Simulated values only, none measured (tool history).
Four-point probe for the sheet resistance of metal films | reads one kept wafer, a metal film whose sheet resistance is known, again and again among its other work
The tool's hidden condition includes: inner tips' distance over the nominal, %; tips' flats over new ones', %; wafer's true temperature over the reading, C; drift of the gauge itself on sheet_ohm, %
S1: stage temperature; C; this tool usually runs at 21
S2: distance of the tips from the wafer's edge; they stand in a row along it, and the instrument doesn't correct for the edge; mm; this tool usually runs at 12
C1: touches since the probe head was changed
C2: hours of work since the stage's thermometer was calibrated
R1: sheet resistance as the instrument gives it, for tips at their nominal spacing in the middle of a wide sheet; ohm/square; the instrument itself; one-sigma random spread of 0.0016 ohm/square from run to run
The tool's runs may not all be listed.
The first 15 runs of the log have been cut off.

run 16 hour=1350.5 | S1=21 S2=40 | C1=76022 C2=66 | R1=7.728847
run 17 hour=1442.3 | S1=21 S2=40 | C1=78247 C2=138 | R1=7.727375
run 18 hour=1514.4 | S1=21 S2=40 | C1=79994 C2=194 | R1=7.724258
run 19 hour=1624.8 | S1=21 S2=40 | C1=82669 C2=281 | R1=7.726937
run 20 hour=1711.1 | S1=18 S2=58 | C1=84761 C2=348 | R1=7.70278
run 21 hour=1794.3 | S1=20 S2=6 | C1=86777 C2=413 | R1=7.74686
run 22 hour=1927 | S1=27 S2=29 | C1=89993 C2=517 | R1=7.767856
run 23 hour=2009.8 | S1=20 S2=21 | C1=92000 C2=582 | R1=7.716648
run 24 hour=2129.3 | S1=33 S2=5 | C1=94895 C2=676 | R1=7.843412
run 25 hour=2224.4 | S1=32 S2=10 | C1=97202 C2=750 | R1=7.806895
run 26 hour=2316.6 | S1=27 S2=4 | C1=99434 C2=822 | R1=7.823164
run 27 hour=2398 | S1=23 S2=14 | C1=101407 C2=886 | R1=7.737222
run 28 hour=2464.7 | S1=23 S2=14 | C1=103024 C2=938 | R1=7.73839
run 29 hour=2553.7 | S1=22 S2=18 | C1=105182 C2=1008 | R1=7.729642
run 30 hour=2646 | S1=28 S2=4 | C1=107417 C2=1080 | R1=7.829329
run 31 hour=2734.6 | S1=28 S2=4 | C1=109567 C2=1150 | R1=7.830468
run 32 hour=2837.8 | S1=28 S2=4 | C1=112068 C2=1230 | R1=7.828882
run 33 hour=2927.6 | S1=24 S2=18 | C1=114244 C2=1301 | R1=7.737345
run 34 hour=3001.2 | S1=18 S2=9 | C1=116026 C2=1358 | R1=7.70821
run 35 hour=3070.8 | S1=23 S2=6 | C1=117713 C2=1413 | R1=7.757358
run 36 hour=3180.1 | S1=25 S2=40 | C1=120361 C2=1498 | R1=7.742731

Consider 5 possible next runs. They are alternatives, not a sequence: every one starts from the tool as it was left by run 36. What does each give?
run A hour=3282.5 | S1=34 S2=12 | C1=122844 C2=1579 | R1=?
run B hour=3282.5 | S1=30 S2=12 | C1=122844 C2=1579 | R1=?
run C hour=3282.5 | S1=29 S2=53 | C1=122844 C2=1579 | R1=?
run D hour=3282.5 | S1=25 S2=7 | C1=122844 C2=1579 | R1=?
run E hour=3282.5 | S1=26 S2=40 | C1=122844 C2=1579 | R1=?

run=A R1=7.806104
run=B R1=7.781468
run=C R1=7.769075
run=D R1=7.761961
run=E R1=7.748245
With the hidden condition removed and each run's random variation left untouched, the same runs would have given:
run=A R1=7.845378
run=B R1=7.820494
run=C R1=7.80801
run=D R1=7.800721
run=E R1=7.786979
